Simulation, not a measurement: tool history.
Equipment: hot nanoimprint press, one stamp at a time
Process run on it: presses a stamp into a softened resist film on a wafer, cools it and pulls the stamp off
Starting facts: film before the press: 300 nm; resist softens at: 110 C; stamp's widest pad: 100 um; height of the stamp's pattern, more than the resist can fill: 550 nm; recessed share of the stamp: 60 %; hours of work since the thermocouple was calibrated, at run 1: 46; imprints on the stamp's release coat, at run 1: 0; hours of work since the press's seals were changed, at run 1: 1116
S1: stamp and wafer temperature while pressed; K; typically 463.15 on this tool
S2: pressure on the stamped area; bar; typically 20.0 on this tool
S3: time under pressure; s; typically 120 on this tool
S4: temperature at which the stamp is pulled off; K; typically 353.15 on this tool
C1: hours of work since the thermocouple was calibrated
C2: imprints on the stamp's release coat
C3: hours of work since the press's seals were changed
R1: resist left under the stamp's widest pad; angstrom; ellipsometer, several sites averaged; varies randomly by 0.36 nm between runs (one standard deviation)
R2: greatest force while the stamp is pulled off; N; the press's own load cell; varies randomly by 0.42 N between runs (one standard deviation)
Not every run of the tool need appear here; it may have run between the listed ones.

run 1 hour=0.0 | S1=463.15 S2=20.0 S3=120 S4=353.15 | C1=46 C2=0 C3=1116 | R1=1311 R2=110.8
-- hour=46.9 press's hydraulic seals changed and the load cell set to zero
run 2 hour=60.0 | S1=463.15 S2=20.0 S3=120 S4=353.15 | C1=76 C2=189 C3=7 | R1=1311 R2=110.8
run 3 hour=108.0 | S1=463.15 S2=20.0 S3=120 S4=353.15 | C1=103 C2=364 C3=35 | R1=1310 R2=110.8
run 4 hour=164.7 | S1=463.15 S2=20.0 S3=120 S4=353.15 | C1=135 C2=570 C3=67 | R1=1310 R2=111.2
-- hour=194.6 stamp cleaned and given a new release coat
run 5 hour=224.2 | S1=463.15 S2=20.0 S3=120 S4=353.15 | C1=166 C2=108 C3=97 | R1=1308 R2=110.7
run 6 hour=259.8 | S1=463.15 S2=20.0 S3=120 S4=353.15 | C1=186 C2=238 C3=118 | R1=1303 R2=110.8
run 7 hour=312.7 | S1=463.15 S2=20.0 S3=120 S4=353.15 | C1=216 C2=430 C3=148 | R1=1307 R2=111.1
run 8 hour=337.2 | S1=463.15 S2=20.0 S3=120 S4=353.15 | C1=230 C2=520 C3=162 | R1=1312 R2=111.0
-- hour=380.5 stamp cleaned and given a new release coat
-- hour=399.8 plate thermocouple calibrated
run 9 hour=399.8 | S1=463.15 S2=20.0 S3=120 S4=353.15 | C1=0 C2=59 C3=192 | R1=1307 R2=110.9
run 10 hour=456.0 | S1=463.15 S2=20.0 S3=120 S4=353.15 | C1=32 C2=263 C3=224 | R1=1313 R2=111.0
run 11 hour=502.6 | S1=463.15 S2=20.0 S3=120 S4=353.15 | C1=58 C2=433 C3=251 | R1=1303 R2=111.2
run 12 hour=540.3 | S1=463.15 S2=20.0 S3=120 S4=353.15 | C1=80 C2=570 C3=272 | R1=1308 R2=111.3
-- hour=569.7 stamp cleaned and given a new release coat
run 13 hour=590.0 | S1=458.15 S2=20.0 S3=120 S4=353.15 | C1=105 C2=74 C3=297 | R1=1535 R2=111.1
run 14 hour=642.3 | S1=463.15 S2=20.0 S3=120 S4=353.15 | C1=134 C2=264 C3=327 | R1=1307 R2=111.0
run 15 hour=693.6 | S1=466.15 S2=25.9 S3=61 S4=353.15 | C1=164 C2=451 C3=356 | R1=1382 R2=111.1
-- hour=755.4 stamp cleaned and given a new release coat
run 16 hour=759.0 | S1=470.15 S2=23.4 S3=92 S4=348.15 | C1=197 C2=13 C3=390 | R1=1090 R2=120.9
run 17 hour=799.0 | S1=470.15 S2=23.4 S3=92 S4=348.15 | C1=220 C2=159 C3=412 | R1=1088 R2=121.4
run 18 hour=849.6 | S1=470.15 S2=23.4 S3=92 S4=348.15 | C1=249 C2=343 C3=441 | R1=1090 R2=121.1
-- hour=873.0 plate thermocouple calibrated
run 19 hour=879.2 | S1=470.15 S2=23.4 S3=92 S4=348.15 | C1=4 C2=440 C3=456 | R1=1089 R2=121.4
run 20 hour=906.1 | S1=470.15 S2=23.4 S3=92 S4=348.15 | C1=19 C2=538 C3=471 | R1=1089 R2=121.3
-- hour=944.0 stamp cleaned and given a new release coat
run 21 hour=947.9 | S1=470.15 S2=12.1 S3=92 S4=348.15 | C1=39 C2=14 C3=492 | R1=1471 R2=121.0
run 22 hour=1002.2 | S1=463.15 S2=22.8 S3=162 S4=349.15 | C1=70 C2=212 C3=523 | R1=1089 R2=119.3
run 23 hour=1058.8 | S1=463.15 S2=22.8 S3=162 S4=349.15 | C1=102 C2=418 C3=555 | R1=1092 R2=120.1
run 24 hour=1098.1 | S1=463.15 S2=22.8 S3=162 S4=349.15 | C1=125 C2=561 C3=577 | R1=1094 R2=119.9
-- hour=1130.5 stamp cleaned and given a new release coat
run 25 hour=1156.7 | S1=463.15 S2=22.8 S3=162 S4=349.15 | C1=154 C2=96 C3=607 | R1=1096 R2=118.6
run 26 hour=1194.7 | S1=463.15 S2=21.7 S3=91 S4=353.15 | C1=176 C2=234 C3=629 | R1=1404 R2=111.2
run 27 hour=1242.3 | S1=463.15 S2=21.7 S3=91 S4=353.15 | C1=203 C2=407 C3=656 | R1=1406 R2=111.5
run 28 hour=1282.7 | S1=472.15 S2=20.0 S3=120 S4=353.15 | C1=226 C2=555 C3=679 | R1=989 R2=110.8

Below are 5 alternative next runs, each starting from the tool's condition after run 28. Predict each:
-- hour=1316.3 stamp cleaned and given a new release coat
run A hour=1332.3 | S1=463.15 S2=20.0 S3=120 S4=352.15 | C1=251 C2=58 C3=703 | R1=? R2=?
-- hour=1316.3 stamp cleaned and given a new release coat
run B hour=1332.3 | S1=472.15 S2=26.2 S3=120 S4=359.15 | C1=251 C2=58 C3=703 | R1=? R2=?
-- hour=1316.3 stamp cleaned and given a new release coat
run C hour=1332.3 | S1=472.15 S2=21.3 S3=179 S4=357.15 | C1=251 C2=58 C3=703 | R1=? R2=?
-- hour=1316.3 stamp cleaned and given a new release coat
run D hour=1332.3 | S1=472.15 S2=27.7 S3=120 S4=353.15 | C1=251 C2=58 C3=703 | R1=? R2=?
-- hour=1316.3 stamp cleaned and given a new release coat
run E hour=1332.3 | S1=472.15 S2=20.0 S3=237 S4=343.15 | C1=251 C2=58 C3=703 | R1=? R2=?

run=A R1=1307 R2=113.4
run=B R1=864 R2=99.0
run=C R1=814 R2=103.2
run=D R1=843 R2=111.3
run=E R1=736 R2=131.7
The same runs, with their run-to-run variation unchanged, on a tool lacking any hidden condition would have given:
run=A R1=1306 R2=113.3
run=B R1=863 R2=98.9
run=C R1=813 R2=103.2
run=D R1=842 R2=111.2
run=E R1=735 R2=131.6

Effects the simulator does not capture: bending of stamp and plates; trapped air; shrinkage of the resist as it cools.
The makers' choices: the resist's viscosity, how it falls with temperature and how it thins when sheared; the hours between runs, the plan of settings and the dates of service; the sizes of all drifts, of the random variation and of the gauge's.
